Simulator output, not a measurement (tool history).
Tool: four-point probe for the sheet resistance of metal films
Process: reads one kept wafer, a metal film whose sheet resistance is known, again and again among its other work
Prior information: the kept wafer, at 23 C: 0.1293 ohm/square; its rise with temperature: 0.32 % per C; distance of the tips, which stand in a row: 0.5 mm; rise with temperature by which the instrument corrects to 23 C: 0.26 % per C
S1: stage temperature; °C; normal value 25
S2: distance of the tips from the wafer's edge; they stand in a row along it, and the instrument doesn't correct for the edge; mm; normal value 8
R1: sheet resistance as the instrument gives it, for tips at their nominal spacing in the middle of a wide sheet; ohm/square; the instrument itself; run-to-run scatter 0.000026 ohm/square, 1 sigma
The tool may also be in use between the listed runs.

run	day	S1	S2	R1
1	0.000	25	8	0.129805
2	3.233	31	8	0.130200
3	5.792	31	8	0.130197
4	9.117	31	8	0.130164
5	12.583	25	8	0.129656
6	15.225	25	8	0.129647
7	17.842	25	8	0.129601
8	20.738	25	6	0.129725
9	24.842	25	6	0.129677
10	27.808	25	8	0.129452
11	31.238	25	4	0.130251
12	34.250	25	4	0.130191
13	37.383	25	4	0.130435
14	39.358	25	4	0.130428
15	42.083	20	5	0.129556
16	45.329	27	13	0.129521
17	49.033	27	13	0.129450
18	52.338	20	51	0.128737
19	55.142	33	64	0.129830
20	57.283	33	64	0.129795
21	59.738	33	64	0.129445
22	63.304	21	16	0.128594
23	66.029	30	8	0.129501
24	68.742	24	5	0.129403
25	72.292	24	5	0.129362
26	74.408	19	59	0.128270

Put back what was entered between runs (3 entries, withheld): which listed runs does each sit between, and how does the hidden state differ from the listed run before to the listed run after?
From run 7 to run 8: stage's thermometer calibrated (day 20.333)
  inner tips' distance over the nominal, %: 0.019 -> 0.003; tips' flats over new ones', %: 42 -> 44; wafer's true temperature over the reading, C: -0.39 -> -0.55
  measured value less the no-hidden-state value, R1: -0.000135 -> -0.000221 ohm/square
From run 12 to run 13: stage's thermometer calibrated, once more (day 36.717)
  inner tips' distance over the nominal, %: -0.069 -> -0.085; tips' flats over new ones', %: 54 -> 56; wafer's true temperature over the reading, C: -0.62 -> -0.02
  measured value less the no-hidden-state value, R1: -0.000354 -> -0.000129 ohm/square
From run 20 to run 21: new probe head fitted (day 58.388)
  inner tips' distance over the nominal, %: -0.191 -> -0.38; tips' flats over new ones', %: 71 -> 1; wafer's true temperature over the reading, C: -0.13 -> -0.14
  measured value less the no-hidden-state value, R1: -0.000321 -> -0.000593 ohm/square

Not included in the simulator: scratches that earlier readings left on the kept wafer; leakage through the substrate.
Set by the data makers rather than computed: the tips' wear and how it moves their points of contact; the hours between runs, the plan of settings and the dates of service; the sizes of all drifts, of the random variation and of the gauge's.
